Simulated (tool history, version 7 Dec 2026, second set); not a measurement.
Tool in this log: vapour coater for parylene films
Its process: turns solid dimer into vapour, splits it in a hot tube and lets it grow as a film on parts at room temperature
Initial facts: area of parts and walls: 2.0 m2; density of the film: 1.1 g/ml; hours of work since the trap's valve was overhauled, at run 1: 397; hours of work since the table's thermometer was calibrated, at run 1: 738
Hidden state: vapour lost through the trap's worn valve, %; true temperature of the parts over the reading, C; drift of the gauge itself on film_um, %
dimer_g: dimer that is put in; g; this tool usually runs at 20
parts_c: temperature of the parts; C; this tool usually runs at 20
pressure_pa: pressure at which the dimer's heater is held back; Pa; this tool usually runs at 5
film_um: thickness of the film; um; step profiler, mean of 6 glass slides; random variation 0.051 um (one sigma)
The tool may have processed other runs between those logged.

| run | day | dimer_g | parts_c | pressure_pa | hours of work since the trap's valve was overhauled | hours of work since the table's thermometer was calibrated | film_um |
|---|---|---|---|---|---|---|---|
| 1 | 0 | 20 | 20 | 5 | 397 | 738 | 5.54 |
| 2 | 0.362 | 20 | 20 | 5 | 405 | 746 | 5.61 |
| 3 | 1.088 | 20 | 20 | 5 | 421 | 761 | 5.59 |
| 4 | 1.933 | 27 | 20 | 5 | 439 | 779 | 7.46 |
| 5 | 2.421 | 20 | 26 | 5 | 450 | 790 | 4.72 |
| 6 | 3.033 | 20 | 26 | 5 | 463 | 803 | 4.61 |
| 7 | 3.471 | 20 | 26 | 5 | 472 | 813 | 4.65 |
| 8 | 3.85 | 24 | 26 | 5 | 480 | 821 | 5.49 |
| 9 | 4.408 | 24 | 26 | 5 | 492 | 833 | 5.57 |
| 10 | 5.117 | 20 | 20 | 5 | 507 | 848 | 5.37 |
| 11 | 5.654 | 20 | 20 | 5 | 519 | 860 | 5.4 |
| 12 | 6.075 | 20 | 20 | 5 | 528 | 869 | 5.42 |
| 13 | 6.717 | 20 | 20 | 5 | 542 | 882 | 5.54 |
| 14 | 7.333 | 20 | 27 | 5 | 555 | 896 | 4.44 |
| 15 | 8.042 | 9 | 20 | 6.34 | 570 | 911 | 2.4 |
| 16 | 8.567 | 27 | 20 | 4.01 | 582 | 922 | 7.35 |
| 17 | 9.212 | 13 | 23 | 5.62 | 596 | 936 | 3.2 |
|  | 10.05 | trap's valve overhauled |
| 18 | 10.117 | 16 | 20 | 5.51 | 1 | 952 | 4.12 |
| 19 | 10.779 | 19 | 20 | 5.51 | 16 | 966 | 4.97 |
| 20 | 11.667 | 22 | 17 | 11.78 | 35 | 985 | 5.94 |
| 21 | 12.429 | 22 | 17 | 11.78 | 51 | 1002 | 5.84 |
| 22 | 13.008 | 22 | 20 | 11.08 | 64 | 1014 | 5.33 |
| 23 | 13.808 | 10 | 32 | 5 | 81 | 1031 | 1.87 |
| 24 | 14.483 | 10 | 32 | 5 | 95 | 1046 | 1.87 |
|  | 15.042 | trap's valve overhauled, once more |
| 25 | 15.379 | 10 | 32 | 5 | 7 | 1062 | 2.14 |

The next listed run, before its measurement:
| 26 | 15.946 | 32 | 13 | 5.72 | 19 | 1074 | ? |

{"run 26": {"film_um": 11.49}}
Take away the tool's hidden state, keep the run-to-run variation as it was, and the same run would have given film_um 11.36 um.
